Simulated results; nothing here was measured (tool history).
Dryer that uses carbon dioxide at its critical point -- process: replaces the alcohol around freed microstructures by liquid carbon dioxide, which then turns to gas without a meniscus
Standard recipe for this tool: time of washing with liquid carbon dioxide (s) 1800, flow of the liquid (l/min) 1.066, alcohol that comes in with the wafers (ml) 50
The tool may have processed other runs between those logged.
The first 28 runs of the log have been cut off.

| run | hour | time of washing with liquid carbon dioxide (s) | flow of the liquid (l/min) | alcohol that comes in with the wafers (ml) | hours of work since the filter was changed | hours of work since the purifier's bed was changed | alcohol left in the vessel before it's heated (ppm by volume) |
|---|---|---|---|---|---|---|---|
| 29 | 646.8 | 1140 | 1.23 | 32 | 457 | 623 | 259 |
| 30 | 677.4 | 1740 | 1.23 | 32 | 473 | 639 | 189 |
| 31 | 697.8 | 2040 | 1.066 | 58 | 483 | 649 | 189 |
|  | 724.4 | inlet filter changed |
| 32 | 725.8 | 2040 | 1.066 | 58 | 1 | 662 | 185 |
| 33 | 744.4 | 2040 | 1.066 | 58 | 10 | 672 | 194 |
| 34 | 759.5 | 1500 | 1.42 | 22 | 18 | 679 | 195 |
| 35 | 782.8 | 1800 | 0.88 | 50 | 29 | 691 | 261 |
| 36 | 801.6 | 2820 | 1.066 | 50 | 39 | 700 | 182 |

Below are 3 alternative next runs, each starting from the tool's condition after run 36. Predict each:
| A | 824.1 | 2820 | 1.066 | 68 | 50 | 711 | ? |
| B | 824.1 | 1200 | 1 | 50 | 50 | 711 | ? |
| C | 824.1 | 2100 | 1.066 | 50 | 50 | 711 | ? |

| run | alcohol left in the vessel before it's heated (ppm by volume) |
|---|---|
| A | 192 |
| B | 411 |
| C | 197 |
Stripped of hidden state, with their random variation kept, the same runs would have yielded:
| run | alcohol left in the vessel before it's heated (ppm by volume) |
|---|---|
| A | 5 |
| B | 213 |
| C | 11 |
